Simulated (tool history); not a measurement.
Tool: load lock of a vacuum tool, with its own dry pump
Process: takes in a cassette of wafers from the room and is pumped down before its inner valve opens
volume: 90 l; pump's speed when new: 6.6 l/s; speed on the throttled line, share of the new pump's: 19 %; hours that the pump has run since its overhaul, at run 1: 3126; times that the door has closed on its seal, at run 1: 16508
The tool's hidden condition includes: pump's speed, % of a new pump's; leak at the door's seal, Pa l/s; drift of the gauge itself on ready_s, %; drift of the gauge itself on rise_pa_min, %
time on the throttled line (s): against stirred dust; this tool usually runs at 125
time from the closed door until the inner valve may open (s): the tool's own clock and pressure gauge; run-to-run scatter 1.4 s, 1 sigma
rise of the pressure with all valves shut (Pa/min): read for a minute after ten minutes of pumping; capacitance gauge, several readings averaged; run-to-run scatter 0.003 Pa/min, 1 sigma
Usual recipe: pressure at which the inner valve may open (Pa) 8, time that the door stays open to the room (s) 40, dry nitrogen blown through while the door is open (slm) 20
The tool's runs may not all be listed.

| run | hour | time on the throttled line (s) | pressure at which the inner valve may open (Pa) | time that the door stays open to the room (s) | dry nitrogen blown through while the door is open (slm) | hours that the pump has run since its overhaul | times that the door has closed on its seal | incoming humidity of the room's air, % | time from the closed door until the inner valve may open (s) | rise of the pressure with all valves shut (Pa/min) |
|---|---|---|---|---|---|---|---|---|---|---|
| 1 | 0.0 | 125 | 8 | 40 | 20 | 3126 | 16508 | 47.8 | 230.9 | 0.161 |
| 2 | 92.0 | 125 | 8 | 40 | 20 | 3218 | 16769 | 43.3 | 232.4 | 0.165 |
| 3 | 201.5 | 125 | 8 | 40 | 6 | 3327 | 17079 | 42.1 | 233.5 | 0.185 |
| 4 | 269.3 | 125 | 8 | 40 | 20 | 3395 | 17271 | 45.8 | 230.8 | 0.177 |
| 5 | 345.0 | 125 | 8 | 40 | 20 | 3471 | 17485 | 48.4 | 232.8 | 0.179 |
| 6 | 425.9 | 125 | 8 | 40 | 20 | 3552 | 17714 | 45.0 | 228.6 | 0.173 |
| 7 | 489.0 | 125 | 8 | 40 | 20 | 3615 | 17893 | 43.9 | 231.9 | 0.184 |
| 8 | 546.0 | 125 | 8 | 40 | 20 | 3672 | 18054 | 43.7 | 230.2 | 0.180 |
| 9 | 597.7 | 125 | 8 | 54 | 20 | 3723 | 18201 | 45.2 | 230.7 | 0.194 |
| 10 | 703.4 | 125 | 8 | 54 | 20 | 3829 | 18500 | 42.0 | 231.7 | 0.197 |
| 11 | 818.7 | 125 | 8 | 54 | 20 | 3944 | 18827 | 45.9 | 232.0 | 0.208 |
| 12 | 883.6 | 125 | 8 | 40 | 5 | 4009 | 19010 | 45.7 | 230.7 | 0.211 |
| 13 | 1002.3 | 144 | 13 | 59 | 44 | 4128 | 19347 | 45.4 | 240.6 | 0.203 |
| 14 | 1113.2 | 144 | 13 | 59 | 44 | 4239 | 19661 | 44.7 | 240.0 | 0.214 |
| 15 | 1227.6 | 230 | 8 | 50 | 30 | 4353 | 19985 | 47.5 | 320.0 | 0.222 |
| 16 | 1302.2 | 125 | 8 | 97 | 8 | 4428 | 20196 | 45.4 | 231.8 | 0.247 |
| 17 | 1393.2 | 125 | 6 | 105 | 20 | 4519 | 20454 | 42.3 | 239.1 | 0.235 |
| 18 | 1444.2 | 125 | 6 | 105 | 20 | 4570 | 20598 | 44.9 | 239.4 | 0.240 |
| 19 | 1517.3 | 108 | 6 | 105 | 20 | 4643 | 20805 | 49.9 | 224.4 | 0.252 |
| 20 | 1578.3 | 93 | 7 | 40 | 9 | 4704 | 20978 | 46.3 | 208.0 | 0.244 |
| 21 | 1689.2 | 157 | 10 | 33 | 5 | 4815 | 21292 | 44.8 | 254.5 | 0.248 |
| 22 | 1744.0 | 157 | 10 | 33 | 5 | 4870 | 21447 | 43.6 | 255.2 | 0.245 |
| 23 | 1816.2 | 157 | 10 | 33 | 5 | 4942 | 21652 | 46.1 | 252.5 | 0.253 |

Predict each of these 5 candidate next runs independently; none follows another, all start after run 23:
| A | 1872.5 | 99 | 10 | 47 | 5 | 4998 | 21811 | 44.3 | ? | ? |
| B | 1872.5 | 116 | 8 | 219 | 20 | 4998 | 21811 | 45.7 | ? | ? |
| C | 1872.5 | 247 | 9 | 33 | 5 | 4998 | 21811 | 48.3 | ? | ? |
| D | 1872.5 | 125 | 8 | 40 | 7 | 4998 | 21811 | 45.8 | ? | ? |
| E | 1872.5 | 125 | 8 | 67 | 8 | 4998 | 21811 | 45.0 | ? | ? |

| run | time from the closed door until the inner valve may open (s) | rise of the pressure with all valves shut (Pa/min) |
|---|---|---|
| A | 209.3 | 0.259 |
| B | 226.1 | 0.296 |
| C | 328.0 | 0.264 |
| D | 234.8 | 0.259 |
| E | 234.5 | 0.265 |
The same runs, with their run-to-run variation unchanged, on a tool lacking any hidden condition would have given:
| run | time from the closed door until the inner valve may open (s) | rise of the pressure with all valves shut (Pa/min) |
|---|---|---|
| A | 205.6 | 0.022 |
| B | 222.7 | 0.061 |
| C | 325.2 | 0.026 |
| D | 231.1 | 0.025 |
| E | 231.1 | 0.034 |
